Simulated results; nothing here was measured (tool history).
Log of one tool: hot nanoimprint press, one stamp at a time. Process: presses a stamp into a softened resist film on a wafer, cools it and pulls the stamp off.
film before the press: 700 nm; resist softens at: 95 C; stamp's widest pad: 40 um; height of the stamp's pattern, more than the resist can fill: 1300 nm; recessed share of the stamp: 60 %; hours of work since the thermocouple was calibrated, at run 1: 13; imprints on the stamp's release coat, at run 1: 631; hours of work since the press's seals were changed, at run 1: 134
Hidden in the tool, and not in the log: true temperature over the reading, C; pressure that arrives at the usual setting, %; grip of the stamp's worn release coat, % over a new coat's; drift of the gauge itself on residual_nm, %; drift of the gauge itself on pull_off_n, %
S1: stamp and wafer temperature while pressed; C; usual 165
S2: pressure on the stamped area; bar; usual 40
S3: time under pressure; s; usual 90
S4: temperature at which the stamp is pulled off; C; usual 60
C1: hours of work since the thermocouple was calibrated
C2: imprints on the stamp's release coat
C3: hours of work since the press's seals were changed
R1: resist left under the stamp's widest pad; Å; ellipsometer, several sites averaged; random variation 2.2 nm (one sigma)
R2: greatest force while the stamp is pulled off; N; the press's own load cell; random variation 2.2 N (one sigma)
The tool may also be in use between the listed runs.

| run | hour | S1 | S2 | S3 | S4 | C1 | C2 | C3 | R1 | R2 |
|---|---|---|---|---|---|---|---|---|---|---|
| 1 | 0 | 165 | 40 | 90 | 60 | 13 | 631 | 134 | 3526 | 114 |
|  | 25.5 | stamp cleaned and given a new release coat |
| 2 | 41.2 | 165 | 40 | 90 | 60 | 40 | 90 | 161 | 3577 | 99 |
| 3 | 87.7 | 165 | 40 | 90 | 60 | 76 | 358 | 198 | 3621 | 102 |
| 4 | 116.9 | 165 | 40 | 90 | 60 | 99 | 525 | 220 | 3596 | 107 |
|  | 159.1 | stamp cleaned and given a new release coat |
| 5 | 161.4 | 172 | 40 | 90 | 60 | 129 | 13 | 250 | 2712 | 102 |
| 6 | 192.2 | 172 | 40 | 90 | 60 | 152 | 190 | 274 | 2748 | 107 |
| 7 | 212.2 | 172 | 40 | 90 | 60 | 168 | 305 | 290 | 2702 | 106 |
| 8 | 256.5 | 165 | 27.9 | 90 | 60 | 202 | 560 | 324 | 4196 | 113 |
| 9 | 279.3 | 165 | 40 | 90 | 60 | 220 | 690 | 342 | 3668 | 110 |
|  | 290.8 | stamp cleaned and given a new release coat |
| 10 | 310 | 165 | 40 | 69 | 60 | 239 | 110 | 361 | 4031 | 102 |
| 11 | 354.5 | 165 | 56.4 | 69 | 60 | 274 | 366 | 395 | 3536 | 114 |
| 12 | 389 | 165 | 56.4 | 69 | 60 | 301 | 564 | 422 | 3568 | 114 |
| 13 | 413 | 177 | 40 | 90 | 60 | 319 | 702 | 441 | 2274 | 119 |
|  | 422.2 | stamp cleaned and given a new release coat |
|  | 439.6 | plate thermocouple calibrated |
| 14 | 442.1 | 172 | 40 | 90 | 64 | 2 | 97 | 456 | 2686 | 96 |
| 15 | 485.1 | 172 | 61.7 | 90 | 63 | 35 | 344 | 490 | 2229 | 106 |
| 16 | 524.8 | 176 | 40.9 | 81 | 48 | 66 | 572 | 521 | 2382 | 124 |
|  | 557.8 | stamp cleaned and given a new release coat |
| 17 | 577.4 | 158 | 40 | 88 | 50 | 102 | 113 | 557 | 4794 | 114 |
| 18 | 613.9 | 163 | 40 | 88 | 59 | 131 | 322 | 585 | 4044 | 109 |
| 19 | 647 | 163 | 40 | 88 | 59 | 156 | 512 | 611 | 4049 | 116 |

3 ways to go on from here, each from the tool as it stands after run 19. What would each give?
|  | 691.5 | stamp cleaned and given a new release coat |
| A | 693 | 165 | 27.1 | 90 | 60 | 187 | 8 | 642 | ? | ? |
|  | 691.5 | stamp cleaned and given a new release coat |
| B | 693 | 163 | 27.3 | 90 | 59 | 187 | 8 | 642 | ? | ? |
|  | 691.5 | stamp cleaned and given a new release coat |
| C | 693 | 176 | 41.7 | 98 | 60 | 187 | 8 | 642 | ? | ? |

| run | R1 | R2 |
|---|---|---|
| A | 4336 | 102 |
| B | 4619 | 105 |
| C | 2265 | 102 |
Without the tool's hidden state the same runs would have given:
| run | R1 | R2 |
|---|---|---|
| A | 4193 | 101 |
| B | 4475 | 104 |
| C | 2154 | 101 |

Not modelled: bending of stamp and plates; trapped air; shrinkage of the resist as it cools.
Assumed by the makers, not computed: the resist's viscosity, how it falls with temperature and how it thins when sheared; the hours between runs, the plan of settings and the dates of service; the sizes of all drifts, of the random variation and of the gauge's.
